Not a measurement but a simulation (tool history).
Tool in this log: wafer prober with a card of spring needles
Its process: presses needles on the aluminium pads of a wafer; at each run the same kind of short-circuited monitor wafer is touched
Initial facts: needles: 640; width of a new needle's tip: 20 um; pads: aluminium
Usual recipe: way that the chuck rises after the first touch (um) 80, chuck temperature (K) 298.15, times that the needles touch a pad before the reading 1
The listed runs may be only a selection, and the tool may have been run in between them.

run,day,way that the chuck rises after the first touch (um),chuck temperature (K),times that the needles touch a pad before the reading,resistance of one needle with its contact and lead (mohm),way that a needle slides on the pad (um)
1,0.000,80,298.15,1,217,14.59
2,0.317,80,298.15,3,209,14.58
# day 0.438: tips cleaned on abrasive film
3,1.021,80,298.15,1,236,14.58
# day 1.104: tips cleaned on abrasive film
4,1.658,80,298.15,1,235,14.58
# day 1.804: tips cleaned on abrasive film
5,2.150,80,314.15,1,227,14.54
# day 2.467: tips cleaned on abrasive film
6,2.558,91,298.15,1,204,16.57
# day 2.675: height of the first contact set anew
7,2.983,80,298.15,1,230,14.78
# day 3.150: tips cleaned on abrasive film
8,3.671,80,298.15,1,232,14.79
# day 3.850: tips cleaned on abrasive film
9,4.133,80,298.15,1,225,14.77
# day 4.554: tips cleaned on abrasive film
10,4.554,80,298.15,1,201,14.74
11,5.183,80,298.15,1,236,14.75
# day 5.221: tips cleaned on abrasive film
12,5.708,80,298.15,1,234,14.72
# day 5.917: tips cleaned on abrasive film
13,6.167,80,298.15,1,218,14.69
14,6.496,80,298.15,1,234,14.69
# day 6.592: tips cleaned on abrasive film
15,6.858,80,298.15,1,223,14.70
16,7.150,80,298.15,1,234,14.69
# day 7.262: tips cleaned on abrasive film
17,7.683,67,309.15,2,230,12.28
# day 7.942: tips cleaned on abrasive film
18,8.083,67,309.15,2,221,12.26
19,8.592,90,298.15,1,228,16.50
# day 8.625: tips cleaned on abrasive film
20,8.967,96,298.15,1,220,17.59
21,9.267,80,303.15,2,226,14.64
# day 9.300: tips cleaned on abrasive film
22,9.738,80,301.15,2,218,14.62
# day 9.983: tips cleaned on abrasive film
23,10.342,74,333.15,1,240,13.51
# day 10.679: tips cleaned on abrasive film
24,10.688,97,332.15,1,206,17.74

Run 25 comes next. What will it give?
25,11.229,97,332.15,1,?,?

{"run 25": {"resistance of one needle with its contact and lead (mohm)": 233, "way that a needle slides on the pad (um)": 17.72}}
Without the tool's hidden state the same run would have given resistance of one needle with its contact and lead (mohm) 206, way that a needle slides on the pad (um) 17.91.
